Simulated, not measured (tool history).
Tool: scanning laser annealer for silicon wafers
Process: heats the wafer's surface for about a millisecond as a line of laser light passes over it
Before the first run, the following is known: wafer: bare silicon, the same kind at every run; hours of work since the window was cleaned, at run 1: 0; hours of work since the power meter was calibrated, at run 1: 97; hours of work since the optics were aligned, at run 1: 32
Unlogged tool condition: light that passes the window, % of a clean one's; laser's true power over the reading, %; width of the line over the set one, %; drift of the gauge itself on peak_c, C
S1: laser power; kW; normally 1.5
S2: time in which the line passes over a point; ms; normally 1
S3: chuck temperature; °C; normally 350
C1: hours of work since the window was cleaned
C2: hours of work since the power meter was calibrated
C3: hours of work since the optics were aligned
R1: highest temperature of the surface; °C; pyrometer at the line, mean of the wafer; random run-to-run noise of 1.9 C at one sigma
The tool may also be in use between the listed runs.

| run | hour | S1 | S2 | S3 | C1 | C2 | C3 | R1 |
|---|---|---|---|---|---|---|---|---|
| 1 | 0 | 1.5 | 1 | 350 | 0 | 97 | 32 | 1099 |
| 2 | 18.6 | 1.5 | 1 | 328 | 8 | 105 | 40 | 1080 |
| 3 | 44.1 | 1.5 | 1.24 | 350 | 18 | 116 | 50 | 1189 |
| 4 | 67.2 | 1.5 | 1.24 | 350 | 28 | 125 | 60 | 1182 |
| 5 | 90.8 | 1.5 | 1 | 350 | 37 | 135 | 69 | 1098 |
| 6 | 134.2 | 1.5 | 1 | 380 | 55 | 153 | 87 | 1126 |
| 7 | 173.6 | 1.5 | 1 | 380 | 72 | 169 | 103 | 1128 |
| 8 | 217.1 | 1.5 | 1 | 380 | 90 | 187 | 121 | 1127 |
| 9 | 240.6 | 1.5 | 1 | 380 | 99 | 197 | 131 | 1123 |
| 10 | 267.1 | 1.5 | 1 | 380 | 110 | 208 | 142 | 1123 |
| 11 | 307.4 | 1.5 | 1 | 380 | 127 | 224 | 159 | 1122 |
| 12 | 351.1 | 1.5 | 1 | 380 | 145 | 242 | 177 | 1122 |
| 13 | 396.6 | 1.567 | 1 | 369 | 164 | 261 | 195 | 1148 |
| 14 | 440.1 | 1.54 | 0.87 | 350 | 182 | 279 | 213 | 1062 |
| 15 | 465 | 1.449 | 1.12 | 370 | 192 | 289 | 224 | 1124 |
| 16 | 491.8 | 1.306 | 0.93 | 340 | 203 | 300 | 235 | 947 |
| 17 | 514.2 | 1.306 | 0.93 | 340 | 212 | 309 | 244 | 951 |
| 18 | 547.7 | 1.385 | 0.71 | 378 | 226 | 323 | 258 | 948 |
| 19 | 579.2 | 1.385 | 0.71 | 378 | 239 | 336 | 271 | 946 |
| 20 | 625.6 | 1.5 | 1.03 | 350 | 258 | 355 | 290 | 1096 |
| 21 | 659.9 | 1.5 | 0.76 | 347 | 272 | 370 | 304 | 988 |
| 22 | 683.8 | 1.5 | 0.72 | 340 | 282 | 379 | 314 | 963 |
| 23 | 727.4 | 1.539 | 0.72 | 331 | 300 | 397 | 332 | 973 |
| 24 | 763.1 | 1.507 | 0.85 | 390 | 315 | 412 | 347 | 1068 |

Alternative continuations, all from the tool just after run 24; predict every row:
| A | 789.9 | 1.554 | 1 | 367 | 326 | 423 | 358 | ? |
| B | 789.9 | 1.446 | 0.99 | 342 | 326 | 423 | 358 | ? |
| C | 789.9 | 1.298 | 0.85 | 321 | 326 | 423 | 358 | ? |
| D | 789.9 | 1.641 | 1 | 381 | 326 | 423 | 358 | ? |
| E | 789.9 | 1.507 | 1.11 | 390 | 326 | 423 | 358 | ? |

| run | R1 |
|---|---|
| A | 1126 |
| B | 1041 |
| C | 896 |
| D | 1190 |
| E | 1166 |
Stripped of hidden state, with their random variation kept, the same runs would have yielded:
| run | R1 |
|---|---|
| A | 1149 |
| B | 1062 |
| C | 913 |
| D | 1214 |
| E | 1189 |
